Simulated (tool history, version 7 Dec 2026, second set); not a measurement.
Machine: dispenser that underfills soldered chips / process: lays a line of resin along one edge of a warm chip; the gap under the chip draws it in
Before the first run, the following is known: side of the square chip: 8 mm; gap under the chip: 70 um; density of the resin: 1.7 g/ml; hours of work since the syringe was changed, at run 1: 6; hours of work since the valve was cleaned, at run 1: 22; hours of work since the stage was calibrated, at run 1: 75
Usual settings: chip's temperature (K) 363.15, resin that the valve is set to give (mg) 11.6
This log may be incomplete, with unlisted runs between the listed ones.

run	day	chip's temperature (K)	resin that the valve is set to give (mg)	hours of work since the syringe was changed	hours of work since the valve was cleaned	hours of work since the stage was calibrated	time until the resin shows at the far edge (s)	resin that the valve gave (mg)
1	0	363.15	11.6	6	22	75	23.2	11.43
2	0.117	363.15	11.6	8	24	77	26.9	11.38
# day 0.242: new syringe of resin
3	0.333	363.15	11.6	2	27	81	17.2	11.32
4	0.483	363.15	11.6	4	30	83	20.6	11.32
5	0.6	363.15	11.6	6	32	85	23.6	11.31
6	0.771	363.15	11.6	9	35	88	27.2	11.3
# day 0.854: new syringe of resin
7	0.929	353.15	11.6	1	37	91	22.3	11.17
8	1.021	363.15	11	3	39	92	18.7	10.58
9	1.171	363.15	11	5	41	95	22.2	10.63
10	1.292	363.15	11.1	8	44	97	25	10.59
# day 1.462: new syringe of resin
11	1.525	363.15	11.1	1	47	101	16.5	10.59
12	1.65	363.15	11.6	3	49	103	18.4	11.14
13	1.842	353.15	11.6	7	53	106	30	11.04
14	1.933	353.15	11.6	8	54	108	34.4	11.1
# day 2.067: new syringe of resin
15	2.138	363.15	11.6	1	58	111	16.4	11.09
16	2.292	375.15	11.6	4	60	114	14.5	11.04
17	2.475	375.15	11.6	7	64	117	17.7	11
18	2.592	375.15	11.6	9	66	119	20.3	10.91
# day 2.675: new syringe of resin
19	2.825	351.15	9.9	3	69	123	26.9	9.29

Predict the results of run 20:
20	3.025	351.15	11.7	6	73	126	?	?

{"run 20": {"time until the resin shows at the far edge (s)": 32.2, "resin that the valve gave (mg)": 10.97}}
Were there no unlogged condition in the tool, this run, its random variation unchanged, would have produced time until the resin shows at the far edge (s) 22.4, resin that the valve gave (mg) 11.69.

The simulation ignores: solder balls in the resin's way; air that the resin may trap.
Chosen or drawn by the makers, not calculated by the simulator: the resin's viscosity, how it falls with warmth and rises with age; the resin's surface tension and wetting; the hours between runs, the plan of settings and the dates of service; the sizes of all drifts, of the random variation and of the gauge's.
